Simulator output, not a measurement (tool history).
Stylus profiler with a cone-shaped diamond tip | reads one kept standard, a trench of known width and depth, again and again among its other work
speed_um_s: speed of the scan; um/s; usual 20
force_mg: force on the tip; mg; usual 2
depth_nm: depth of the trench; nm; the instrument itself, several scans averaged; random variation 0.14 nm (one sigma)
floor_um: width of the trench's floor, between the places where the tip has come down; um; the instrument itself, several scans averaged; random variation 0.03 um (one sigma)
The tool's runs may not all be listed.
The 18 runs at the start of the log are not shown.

{"run": 19, "hour": 1651.1, "speed_um_s": 5, "force_mg": 0.84, "depth_nm": 504.12, "floor_um": 25.59}
{"run": 20, "hour": 1750.6, "speed_um_s": 5, "force_mg": 0.84, "depth_nm": 504.06, "floor_um": 25.59}
{"run": 21, "hour": 1860.8, "speed_um_s": 16, "force_mg": 5.82, "depth_nm": 515.34, "floor_um": 25.58}
{"run": 22, "hour": 1981.9, "speed_um_s": 18, "force_mg": 1.32, "depth_nm": 505.69, "floor_um": 25.46}
{"run": 23, "hour": 2041.5, "speed_um_s": 48, "force_mg": 5.14, "depth_nm": 514.18, "floor_um": 25.42}
{"run": 24, "hour": 2123.6, "speed_um_s": 32, "force_mg": 5.29, "depth_nm": 514.25, "floor_um": 25.48}
{"run": 25, "hour": 2219.1, "speed_um_s": 17, "force_mg": 3.88, "depth_nm": 511.74, "floor_um": 25.6}
{"run": 26, "hour": 2340.6, "speed_um_s": 17, "force_mg": 3.88, "depth_nm": 512.07, "floor_um": 25.6}
{"run": 27, "hour": 2459.9, "speed_um_s": 6, "force_mg": 4.82, "depth_nm": 513.66, "floor_um": 25.63}
{"run": 28, "hour": 2566.4, "speed_um_s": 6, "force_mg": 1.43, "depth_nm": 505.88, "floor_um": 25.64}
{"run": 29, "hour": 2685.4, "speed_um_s": 19, "force_mg": 1.07, "depth_nm": 504.95, "floor_um": 25.44}
{"run": 30, "hour": 2741.4, "speed_um_s": 47, "force_mg": 1.48, "depth_nm": 505.95, "floor_um": 25.29}
{"run": 31, "hour": 2838.7, "speed_um_s": 34, "force_mg": 0.69, "depth_nm": 503.88, "floor_um": 25.24}
{"run": 32, "hour": 2896.8, "speed_um_s": 23, "force_mg": 2.06, "depth_nm": 507.56, "floor_um": 25.49}
{"run": 33, "hour": 3010.6, "speed_um_s": 28, "force_mg": 2, "depth_nm": 507.41, "floor_um": 25.42}

Below are 4 alternative next runs, each starting from the tool's condition after run 33. Predict each:
{"run": "A", "hour": 3067.3, "speed_um_s": 62, "force_mg": 0.89, "depth_nm": "?", "floor_um": "?"}
{"run": "B", "hour": 3067.3, "speed_um_s": 12, "force_mg": 5.42, "depth_nm": "?", "floor_um": "?"}
{"run": "C", "hour": 3067.3, "speed_um_s": 36, "force_mg": 2.11, "depth_nm": "?", "floor_um": "?"}
{"run": "D", "hour": 3067.3, "speed_um_s": 5, "force_mg": 1.47, "depth_nm": "?", "floor_um": "?"}

run=A depth_nm=504.35 floor_um=25.08
run=B depth_nm=514.45 floor_um=25.56
run=C depth_nm=507.95 floor_um=25.41
run=D depth_nm=506.28 floor_um=25.62
Take away the tool's hidden state, keep each run's random variation, and the runs would have read:
run=A depth_nm=504.36 floor_um=25.08
run=B depth_nm=514.46 floor_um=25.57
run=C depth_nm=507.96 floor_um=25.42
run=D depth_nm=506.3 floor_um=25.62
